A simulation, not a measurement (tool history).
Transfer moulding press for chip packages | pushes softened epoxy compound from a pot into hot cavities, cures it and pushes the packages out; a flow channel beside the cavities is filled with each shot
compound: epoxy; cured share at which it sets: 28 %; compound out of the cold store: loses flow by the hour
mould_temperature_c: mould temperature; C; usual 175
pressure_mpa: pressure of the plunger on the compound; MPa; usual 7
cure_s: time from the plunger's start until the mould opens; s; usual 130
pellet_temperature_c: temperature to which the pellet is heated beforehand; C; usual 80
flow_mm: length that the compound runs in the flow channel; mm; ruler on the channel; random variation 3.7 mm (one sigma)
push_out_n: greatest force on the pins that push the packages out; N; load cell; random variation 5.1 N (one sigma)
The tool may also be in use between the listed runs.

run    day  mould_temperature_c  pressure_mpa  cure_s  pellet_temperature_c  incoming compound's hours out of the cold store  flow_mm  push_out_n
  1      0                  175             7     130                    80                                             25.6      730         170
  2  0.225                  175             7     130                    80                                             30.9      707         165
  3  0.517                  175             7     130                    80                                             25.2      729         162
     0.817  -- cavities cleaned with cleaning compound and waxed
  4  0.954                  175             7     130                    80                                               20      754         163
  5  1.371                  175             7     130                    80                                             22.8      742         164
  6  1.692                  175             7     130                    80                                             37.9      676         158
  7  1.921                  175             7     130                    80                                              9.6      801         160
  8  2.304                  173             7     130                    80                                             11.6      801         176
  9  2.492                  173             7     130                    80                                             19.5      768         166
 10  2.917                  173             7     130                    86                                             42.7      669         160
     3.312  -- plunger's sealing rings changed
 11  3.404                  175             7     130                    80                                             22.4      745         172
 12    3.7                  175             7     130                    80                                             24.4      741         158
 13  3.946                  175             7     130                    80                                             43.2      662         154
 14  4.171                  175             7     130                    80                                             41.5      663         166
 15  4.508                  175             6     120                    77                                             28.9      664         181
 16  4.925                  175             6     120                    77                                             30.5      650         178
 17  5.212                  175             6     145                    81                                             25.2      679         163
 18   5.65                  178          6.24     135                    85                                             12.7      731         162
 19  5.996                  178          6.24     135                    85                                             20.8      693         162
     6.179  -- cavities cleaned with cleaning compound and waxed
 20  6.292                  175          8.63     132                    80                                             20.1      844         151
 21  6.546                  182             7     150                    80                                               16      738         147
 22  6.738                  175          7.48     151                    73                                             21.5      768         157
 23  6.992                  175             7     130                    75                                              9.2      806         154

The next listed run, before its measurement:
 24  7.292                  175             7     130                    75                                             24.3        ?           ?

Run 24 gave flow_mm 735 mm, push_out_n 160 N.
Without the tool's hidden state the same run would have given flow_mm 735 mm, push_out_n 159 N.
